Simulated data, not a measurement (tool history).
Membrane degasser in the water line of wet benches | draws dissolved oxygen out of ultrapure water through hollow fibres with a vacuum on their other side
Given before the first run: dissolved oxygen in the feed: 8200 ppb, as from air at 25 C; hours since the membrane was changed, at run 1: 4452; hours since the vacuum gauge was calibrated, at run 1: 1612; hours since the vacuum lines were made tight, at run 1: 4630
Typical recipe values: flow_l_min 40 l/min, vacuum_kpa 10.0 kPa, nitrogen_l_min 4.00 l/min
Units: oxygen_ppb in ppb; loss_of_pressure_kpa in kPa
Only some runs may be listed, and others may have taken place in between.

run	day	flow_l_min	vacuum_kpa	nitrogen_l_min	hours since the membrane was changed	hours since the vacuum gauge was calibrated	hours since the vacuum lines were made tight	oxygen_ppb	loss_of_pressure_kpa
1	0.000	40	10.0	4.00	4452	1612	4630	223.3	30.66
2	3.062	40	20.4	4.00	4525	1685	4703	455.3	30.41
3	6.412	40	10.0	4.37	4606	1766	4784	210.9	30.72
4	10.900	40	10.0	4.37	4713	1873	4891	210.3	30.76
5	15.779	40	10.0	4.37	4830	1991	5008	213.2	30.80
6	21.146	40	10.0	4.37	4959	2119	5137	215.3	30.68
7	23.783	40	10.0	1.97	5023	2183	5200	365.3	30.26
8	28.533	40	10.0	1.97	5137	2297	5314	355.6	30.41
9	34.338	40	10.0	4.00	5276	2436	5454	225.4	30.58
10	39.183	40	10.0	4.00	5392	2552	5570	223.8	30.40
11	43.750	40	10.0	4.00	5502	2662	5680	222.1	30.58
12	46.338	40	10.0	4.00	5564	2724	5742	220.2	30.33
13	49.662	40	10.0	4.00	5644	2804	5821	228.1	30.23
14	52.783	40	6.8	4.00	5719	2879	5896	149.9	29.99
15	56.729	40	6.8	4.00	5813	2973	5991	149.5	30.04
16	61.858	29	10.0	4.00	5936	3096	6114	144.0	21.76
17	66.908	29	10.0	4.00	6058	3218	6235	146.0	21.72
18	72.892	61	8.6	4.00	6201	3361	6379	359.2	45.42
19	76.867	61	8.6	4.00	6297	3457	6474	352.1	45.71
# day 81.512: gauge calibrated
20	82.004	61	8.6	3.12	6420	3580	6598	402.0	46.61
21	85.071	61	8.6	3.12	6493	3654	6671	400.1	46.84
22	90.033	56	16.6	4.00	6613	3773	6790	555.1	43.21
23	92.771	28	17.5	5.59	6678	3838	6856	190.1	21.31
24	98.904	47	12.6	11.42	6825	3986	7003	194.5	35.95
25	104.904	47	7.0	9.53	6969	4130	7147	146.7	35.62
26	108.383	57	6.8	1.75	7053	4213	7231	385.8	43.33
27	113.346	44	14.5	3.91	7172	4332	7350	375.0	33.50
28	116.083	44	14.5	3.91	7238	4398	7416	368.5	33.41
29	118.783	41	14.5	4.53	7303	4463	7480	301.7	31.13
30	122.746	40	10.0	4.00	7398	4558	7575	227.1	30.19
31	128.429	53	16.0	4.00	7534	4694	7712	494.6	39.88
32	131.171	45	16.0	4.00	7600	4760	7778	402.8	33.63
33	134.833	34	14.9	4.00	7688	4848	7866	274.6	25.25

3 ways to go on from here, each from the tool as it stands after run 33. What would each give?
# day 139.158: gauge calibrated
A	139.542	31	10.7	2.32	7801	4961	7979	?	?
# day 139.158: gauge calibrated
B	139.542	34	20.0	4.00	7801	4961	7979	?	?
# day 139.158: gauge calibrated
C	139.542	34	8.6	8.29	7801	4961	7979	?	?

run	oxygen_ppb	loss_of_pressure_kpa
A	254.0	24.00
B	365.8	26.28
C	98.4	26.35
Take away the tool's hidden state, keep each run's random variation, and the runs would have read:
run	oxygen_ppb	loss_of_pressure_kpa
A	253.8	23.99
B	365.7	26.27
C	98.3	26.34
